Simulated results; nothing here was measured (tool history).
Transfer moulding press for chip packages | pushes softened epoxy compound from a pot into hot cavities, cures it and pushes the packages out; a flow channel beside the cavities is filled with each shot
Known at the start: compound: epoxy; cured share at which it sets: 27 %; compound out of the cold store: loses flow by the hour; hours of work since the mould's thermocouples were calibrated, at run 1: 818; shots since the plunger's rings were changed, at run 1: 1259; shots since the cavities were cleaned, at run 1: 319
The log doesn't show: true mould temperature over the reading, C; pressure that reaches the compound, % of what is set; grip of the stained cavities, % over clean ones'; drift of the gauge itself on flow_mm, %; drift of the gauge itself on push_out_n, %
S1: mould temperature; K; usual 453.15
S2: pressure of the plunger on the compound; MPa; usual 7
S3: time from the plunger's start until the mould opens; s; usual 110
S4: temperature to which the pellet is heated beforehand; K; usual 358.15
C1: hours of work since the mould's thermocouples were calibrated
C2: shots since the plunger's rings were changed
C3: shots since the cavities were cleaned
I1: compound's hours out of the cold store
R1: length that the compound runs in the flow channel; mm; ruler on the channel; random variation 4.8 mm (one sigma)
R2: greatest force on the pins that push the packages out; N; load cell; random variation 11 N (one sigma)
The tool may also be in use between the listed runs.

{"run": 1, "day": 0.0, "S1": 453.15, "S2": 7, "S3": 110, "S4": 358.15, "C1": 818, "C2": 1259, "C3": 319, "I1": 42.6, "R1": 708, "R2": 697}
{"day": 1.654, "done": "cavities cleaned with cleaning compound and waxed"}
{"run": 2, "day": 2.225, "S1": 453.15, "S2": 7, "S3": 110, "S4": 358.15, "C1": 845, "C2": 1717, "C3": 120, "I1": 21.3, "R1": 781, "R2": 947}
{"run": 3, "day": 3.429, "S1": 453.15, "S2": 7, "S3": 110, "S4": 358.15, "C1": 860, "C2": 1974, "C3": 377, "I1": 14.7, "R1": 818, "R2": 967}
{"day": 4.754, "done": "cavities cleaned with cleaning compound and waxed"}
{"day": 5.171, "done": "mould's thermocouples calibrated"}
{"run": 4, "day": 5.504, "S1": 453.15, "S2": 7, "S3": 91, "S4": 358.15, "C1": 4, "C2": 2383, "C3": 141, "I1": 13.8, "R1": 800, "R2": 940}
{"run": 5, "day": 6.9, "S1": 453.15, "S2": 7, "S3": 91, "S4": 358.15, "C1": 21, "C2": 2679, "C3": 437, "I1": 22.2, "R1": 767, "R2": 1140}
{"day": 7.188, "done": "cavities cleaned with cleaning compound and waxed, once more"}
{"run": 6, "day": 8.746, "S1": 453.15, "S2": 7, "S3": 122, "S4": 358.15, "C1": 44, "C2": 3058, "C3": 331, "I1": 43, "R1": 688, "R2": 566}
{"day": 10.204, "done": "cavities cleaned with cleaning compound and waxed"}
{"run": 7, "day": 10.992, "S1": 454.15, "S2": 7, "S3": 122, "S4": 358.15, "C1": 71, "C2": 3522, "C3": 168, "I1": 45.7, "R1": 664, "R2": 490}
{"run": 8, "day": 12.788, "S1": 453.15, "S2": 7, "S3": 110, "S4": 358.15, "C1": 93, "C2": 3902, "C3": 548, "I1": 27.7, "R1": 733, "R2": 789}
{"day": 13.254, "done": "cavities cleaned with cleaning compound and waxed"}
{"run": 9, "day": 13.854, "S1": 453.15, "S2": 7, "S3": 110, "S4": 363.15, "C1": 106, "C2": 4116, "C3": 127, "I1": 16.3, "R1": 768, "R2": 609}
{"run": 10, "day": 15.225, "S1": 448.15, "S2": 7, "S3": 110, "S4": 363.15, "C1": 123, "C2": 4407, "C3": 418, "I1": 20.1, "R1": 767, "R2": 1036}
{"day": 16.029, "done": "plunger's sealing rings changed"}
{"day": 16.454, "done": "cavities cleaned with cleaning compound and waxed"}
{"run": 11, "day": 16.771, "S1": 458.15, "S2": 8.27, "S3": 112, "S4": 359.15, "C1": 140, "C2": 144, "C3": 68, "I1": 14.9, "R1": 886, "R2": 462}
{"run": 12, "day": 18.212, "S1": 455.15, "S2": 8.27, "S3": 112, "S4": 359.15, "C1": 158, "C2": 450, "C3": 374, "I1": 35.6, "R1": 799, "R2": 619}
{"day": 19.462, "done": "cavities cleaned with cleaning compound and waxed"}
{"run": 13, "day": 20.3, "S1": 459.15, "S2": 7.28, "S3": 110, "S4": 358.15, "C1": 183, "C2": 880, "C3": 177, "I1": 42.1, "R1": 704, "R2": 478}
{"run": 14, "day": 22.238, "S1": 459.15, "S2": 7.28, "S3": 110, "S4": 358.15, "C1": 207, "C2": 1292, "C3": 589, "I1": 11.8, "R1": 815, "R2": 617}
{"day": 22.492, "done": "cavities cleaned with cleaning compound and waxed"}
{"run": 15, "day": 23.483, "S1": 446.15, "S2": 8.02, "S3": 124, "S4": 359.15, "C1": 222, "C2": 1543, "C3": 211, "I1": 24.3, "R1": 864, "R2": 816}
{"run": 16, "day": 25.162, "S1": 457.15, "S2": 7, "S3": 110, "S4": 358.15, "C1": 243, "C2": 1899, "C3": 567, "I1": 39.7, "R1": 699, "R2": 685}
{"day": 25.567, "done": "cavities cleaned with cleaning compound and waxed"}
{"run": 17, "day": 27.267, "S1": 452.15, "S2": 7.42, "S3": 99, "S4": 350.15, "C1": 268, "C2": 2332, "C3": 360, "I1": 34.2, "R1": 736, "R2": 960}
{"day": 28.604, "done": "cavities cleaned with cleaning compound and waxed"}
{"run": 18, "day": 28.842, "S1": 460.15, "S2": 8.78, "S3": 139, "S4": 350.15, "C1": 287, "C2": 2654, "C3": 50, "I1": 32.6, "R1": 782, "R2": 399}
{"run": 19, "day": 30.912, "S1": 460.15, "S2": 8.78, "S3": 139, "S4": 350.15, "C1": 313, "C2": 3094, "C3": 490, "I1": 43, "R1": 732, "R2": 556}

Forecast each of these 3 alternatives for the next run:
{"day": 31.692, "done": "cavities cleaned with cleaning compound and waxed"}
{"run": "A", "day": 32.388, "S1": 453.15, "S2": 8.37, "S3": 110, "S4": 358.15, "C1": 330, "C2": 3394, "C3": 148, "I1": 35.8, "R1": "?", "R2": "?"}
{"day": 31.692, "done": "cavities cleaned with cleaning compound and waxed"}
{"run": "B", "day": 32.388, "S1": 460.15, "S2": 8.78, "S3": 110, "S4": 350.15, "C1": 330, "C2": 3394, "C3": 148, "I1": 42.7, "R1": "?", "R2": "?"}
{"day": 31.692, "done": "cavities cleaned with cleaning compound and waxed"}
{"run": "C", "day": 32.388, "S1": 448.15, "S2": 6.77, "S3": 139, "S4": 351.15, "C1": 330, "C2": 3394, "C3": 148, "I1": 47.9, "R1": "?", "R2": "?"}

run=A R1=762 R2=597
run=B R1=738 R2=451
run=C R1=667 R2=524
Without the tool's hidden state the same runs would have given:
run=A R1=809 R2=496
run=B R1=784 R2=384
run=C R1=708 R2=438
